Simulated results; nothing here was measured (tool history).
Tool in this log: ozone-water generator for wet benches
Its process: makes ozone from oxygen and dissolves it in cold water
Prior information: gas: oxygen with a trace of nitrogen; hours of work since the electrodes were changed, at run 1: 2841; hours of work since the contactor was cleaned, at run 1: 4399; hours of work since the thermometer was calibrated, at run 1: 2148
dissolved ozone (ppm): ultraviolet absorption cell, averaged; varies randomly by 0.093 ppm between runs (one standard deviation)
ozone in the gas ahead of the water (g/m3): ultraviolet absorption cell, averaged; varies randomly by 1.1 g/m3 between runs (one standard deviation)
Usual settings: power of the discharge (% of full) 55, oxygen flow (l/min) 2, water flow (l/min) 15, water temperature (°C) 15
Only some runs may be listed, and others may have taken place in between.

run,hour,power of the discharge (% of full),oxygen flow (l/min),water flow (l/min),water temperature (°C),hours of work since the electrodes were changed,hours of work since the contactor was cleaned,hours of work since the thermometer was calibrated,dissolved ozone (ppm),ozone in the gas ahead of the water (g/m3)
1,0,55,2,15,15,2841,4399,2148,10.85,187.7
2,118.2,55,2,15,15,2916,4474,2223,10.88,188.9
3,197,55,2,15,15,2966,4524,2273,10.79,187.3
4,317.8,55,2,15,15,3042,4601,2349,10.85,186.7
5,431.4,55,2,15,15,3114,4673,2422,10.94,187.7
6,495.1,55,2,15,15,3155,4713,2462,10.95,186.7
7,557.7,55,1.14,15,15,3194,4753,2502,9.94,262.2
8,652.7,55,1.14,15,15,3255,4813,2562,9.99,260.4
9,712.1,45,1.14,15,15,3292,4851,2600,8.94,237.9
10,771.5,55,2,15,18,3330,4889,2637,10.66,188
11,868.3,64,2,15,15,3391,4950,2699,11.65,202
12,987.5,55,2,15,15,3467,5026,2774,10.83,186.9
13,1098.7,55,2,15,7,3538,5096,2845,11.55,186.1
14,1152,55,2,15,20,3571,5130,2879,10.42,186.4
15,1217.9,54,2,20,7,3613,5172,2920,7.95,184.3
16,1267.2,55,1.79,10,12,3644,5203,2952,17.76,199
# hour 1377.8: water thermometer calibrated
17,1381.1,54,1.79,10,12,3716,5275,2,17.37,198.7
18,1478.9,70,2.55,11,22,3779,5337,64,16.12,181.6
19,1532.1,55,2.9,18,15,3812,5371,98,9.05,150.6
20,1613,55,2.9,18,15,3864,5422,149,9.22,149.5
21,1720.2,55,2.9,18,15,3932,5490,217,9.12,148.2
22,1808.5,87,2.9,22,15,3988,5546,273,8.89,185.8
23,1901.5,87,2.9,22,15,4047,5605,332,9.06,185.7

Predict the results of run 24:
24,2001.1,88,2,15,15,4110,5668,395,?,?

dissolved ozone (ppm): 13.89
ozone in the gas ahead of the water (g/m3): 234.7
If the tool had no hidden condition, the same run with the same run-to-run variation would have returned dissolved ozone (ppm) 13.92, ozone in the gas ahead of the water (g/m3) 239.5.
